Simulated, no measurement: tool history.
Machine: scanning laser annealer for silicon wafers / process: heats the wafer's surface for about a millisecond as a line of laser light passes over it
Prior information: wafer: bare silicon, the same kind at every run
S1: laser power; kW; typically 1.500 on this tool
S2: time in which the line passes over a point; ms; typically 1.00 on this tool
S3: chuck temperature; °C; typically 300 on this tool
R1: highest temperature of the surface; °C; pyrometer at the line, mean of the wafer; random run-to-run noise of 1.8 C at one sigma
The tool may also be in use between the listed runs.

run	day	S1	S2	S3	R1
1	0.000	1.500	1.00	300	1014
2	0.900	1.500	1.00	300	1011
3	2.025	1.500	1.00	300	1015
4	2.646	1.500	0.76	300	913
5	3.362	1.500	0.76	300	915
6	4.242	1.500	0.82	300	936
7	5.129	1.601	1.00	300	1070
8	5.942	1.601	0.94	300	1042
9	6.867	1.500	0.83	300	935
10	7.625	1.500	0.83	300	938
11	8.867	1.500	0.83	300	933
12	9.862	1.500	0.83	300	934
13	11.192	1.500	0.83	300	939
14	11.988	1.500	0.83	300	933
15	13.321	1.500	0.83	300	936
16	14.279	1.500	0.83	300	931
17	15.025	1.500	0.83	300	929
18	16.100	1.500	0.83	300	927
19	17.017	1.500	0.83	300	924
20	18.188	1.446	1.20	302	1031
21	18.933	1.500	1.16	276	1023
22	19.962	1.500	1.17	296	1044
23	20.571	1.500	1.17	296	1043
24	21.250	1.500	1.17	296	1085
25	21.804	1.500	1.17	296	1083
26	22.608	1.500	1.17	296	1085
27	23.871	1.500	0.75	273	886
28	25.054	1.500	0.75	273	888
29	26.154	1.309	0.94	311	893
30	27.162	1.328	1.22	261	943
31	28.062	1.328	1.22	261	944
32	28.708	1.328	1.22	261	944
33	29.525	1.613	0.80	287	978
34	30.575	1.613	1.13	287	1119
35	31.512	1.323	1.00	274	882
36	32.562	1.336	0.89	333	909
37	33.492	1.336	0.89	333	906
38	34.179	1.500	1.08	328	1061

Taken out of this log: 2 entries between the listed runs. Where each belongs, and how the hidden state differs across it:
Run 17 -> run 18: window over the wafer cleaned (day 15.650)
  light that passes the window, % of a clean one's: 96.72 -> 96.23; width of the line over the set one, %: 1.06 -> 1.07
  the result without the hidden state subtracted from the measured one, R1: -28 -> -32 °C
Run 23 -> run 24: window over the wafer cleaned, once more (day 20.767)
  light that passes the window, % of a clean one's: 95.64 -> 99.59; laser's true power over the reading, %: 0.42 -> 0.43; width of the line over the set one, %: 1.14 -> 1.15
  the result without the hidden state subtracted from the measured one, R1: -45 -> -6 °C

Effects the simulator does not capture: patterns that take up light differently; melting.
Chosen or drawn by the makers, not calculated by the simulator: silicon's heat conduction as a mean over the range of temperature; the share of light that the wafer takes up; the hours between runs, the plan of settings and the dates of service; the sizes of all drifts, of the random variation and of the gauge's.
